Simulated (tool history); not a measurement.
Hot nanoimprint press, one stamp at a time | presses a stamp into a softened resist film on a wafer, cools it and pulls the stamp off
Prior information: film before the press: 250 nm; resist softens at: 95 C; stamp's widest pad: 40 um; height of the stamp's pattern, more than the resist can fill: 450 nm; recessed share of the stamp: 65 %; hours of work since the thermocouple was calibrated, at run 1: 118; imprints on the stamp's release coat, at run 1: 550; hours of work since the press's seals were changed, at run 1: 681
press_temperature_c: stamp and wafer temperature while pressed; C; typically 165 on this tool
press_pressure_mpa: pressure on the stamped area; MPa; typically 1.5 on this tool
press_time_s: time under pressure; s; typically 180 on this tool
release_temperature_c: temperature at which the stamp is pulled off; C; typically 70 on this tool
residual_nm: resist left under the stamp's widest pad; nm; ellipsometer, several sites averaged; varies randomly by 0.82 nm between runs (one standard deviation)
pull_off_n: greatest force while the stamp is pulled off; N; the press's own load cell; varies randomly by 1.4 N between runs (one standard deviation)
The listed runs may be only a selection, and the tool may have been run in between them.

run	hour	press_temperature_c	press_pressure_mpa	press_time_s	release_temperature_c	hours of work since the thermocouple was calibrated	imprints on the stamp's release coat	hours of work since the press's seals were changed	residual_nm	pull_off_n
1	0	165	1.5	180	70	118	550	681	112.5	158
2	22	165	1.5	180	71	136	654	699	114.5	156
3	48.9	165	1.05	180	71	157	780	720	136.6	159
# hour 65.6: stamp cleaned and given a new release coat
4	74.1	165	1.5	180	59	172	40	736	113.4	168
5	103.7	165	1.5	180	59	196	180	759	115.4	165
6	124.9	165	1.5	168	70	213	280	776	117	154
7	139.8	165	1.5	168	70	224	350	788	116.7	154
8	170.8	165	1.5	180	63	249	496	812	115.2	169
9	197.7	165	1.5	180	63	270	623	834	116.7	172
10	213.6	165	1.5	180	63	283	698	846	117.3	171
# hour 218.9: plate thermocouple calibrated
11	230.5	165	1.5	180	63	9	764	858	121.4	173
# hour 248.8: stamp cleaned and given a new release coat
12	263.5	174	1.5	180	63	31	70	879	79.5	164
# hour 275.6: plate thermocouple calibrated, once more
13	291.2	174	1.5	180	63	12	186	899	70.4	164
14	319.4	174	1.5	180	63	35	319	921	71.5	162
15	348.7	174	1.5	180	63	58	458	944	69.6	164
16	378.4	160	1.63	110	70	82	597	968	157.1	158
# hour 396.6: press's hydraulic seals changed and the load cell set to zero
17	412.2	160	1.63	110	70	102	719	12	155.2	156
18	428.6	156	1.37	111	70	115	796	25	190.9	162
# hour 441.5: stamp cleaned and given a new release coat
19	460.7	156	1.37	111	70	136	91	46	192	149
20	490.4	165	1.5	98	71	160	230	70	132.7	149
21	511.4	165	1.5	180	60	176	330	86	110.4	168
22	537.3	165	1.5	180	60	197	452	107	111.1	171
23	563.7	168	1.68	180	60	218	576	128	88.8	173
24	580.3	172	1.59	274	57	231	654	141	64.7	178
25	605.7	172	1.59	274	72	251	774	161	65.9	160
# hour 621.3: stamp cleaned and given a new release coat
26	634.7	172	1.59	274	72	270	64	180	65.7	146
27	650.3	172	1.59	274	72	282	137	192	65.8	146
28	668	172	1.59	119	72	296	221	206	89.6	146
29	695.9	172	1.59	119	72	318	352	228	89.9	152

What if the next run were any one of these 3? Each begins from the tool's condition after run 29:
A	725.3	172	1.59	119	62	342	491	252	?	?
B	725.3	162	1.59	218	72	342	491	252	?	?
C	725.3	160	1.5	180	70	342	491	252	?	?

run	residual_nm	pull_off_n
A	90.2	170
B	120.1	152
C	144.8	158
Stripped of hidden state, with their random variation kept, the same runs would have yielded:
run	residual_nm	pull_off_n
A	85.6	160
B	113.8	144
C	137.8	149

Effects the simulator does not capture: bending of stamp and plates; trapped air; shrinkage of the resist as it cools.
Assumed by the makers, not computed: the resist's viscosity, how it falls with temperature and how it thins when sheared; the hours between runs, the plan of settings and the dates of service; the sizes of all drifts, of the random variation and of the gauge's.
